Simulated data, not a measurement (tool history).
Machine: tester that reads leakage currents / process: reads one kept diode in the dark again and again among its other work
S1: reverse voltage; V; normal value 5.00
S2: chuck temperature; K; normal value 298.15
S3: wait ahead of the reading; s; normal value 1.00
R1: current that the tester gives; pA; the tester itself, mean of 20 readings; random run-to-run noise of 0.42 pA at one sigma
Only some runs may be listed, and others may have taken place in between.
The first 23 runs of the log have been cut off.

run	hour	S1	S2	S3	R1
24	3114.6	2.40	330.15	5.68	824.72
25	3282.5	12.29	322.15	0.37	1204.46
26	3406.1	12.29	322.15	0.37	1214.17
27	3570.4	12.29	322.15	0.37	1207.56
28	3660.3	12.29	322.15	0.37	1203.08
29	3739.7	12.29	323.15	2.15	1288.41
# hour 3798.4: probe card cleaned and baked
30	3909.9	1.62	323.15	1.14	427.91
# hour 4006.4: chuck's temperature calibrated
31	4034.0	1.62	323.15	1.14	432.23
32	4130.1	1.62	323.15	1.14	427.53
33	4286.4	1.62	324.15	1.14	456.86
34	4448.7	5.00	299.15	1.00	148.87
35	4545.9	5.00	299.15	1.00	148.98
36	4663.8	3.06	295.15	8.10	84.08
37	4781.5	5.00	312.15	1.73	378.33
38	4878.3	5.00	312.15	1.73	378.08

Predict each of these 5 candidate next runs independently; none follows another, all start after run 38:
A	4992.2	5.00	309.15	1.85	?
B	4992.2	2.92	298.15	2.33	?
C	4992.2	5.00	304.15	4.20	?
D	4992.2	2.98	298.15	2.31	?
E	4992.2	5.00	304.15	1.00	?

run	R1
A	307.84
B	102.82
C	214.21
D	104.16
E	215.21
Stripped of hidden state, with their random variation kept, the same runs would have yielded:
run	R1
A	308.37
B	102.98
C	214.55
D	104.33
E	215.56
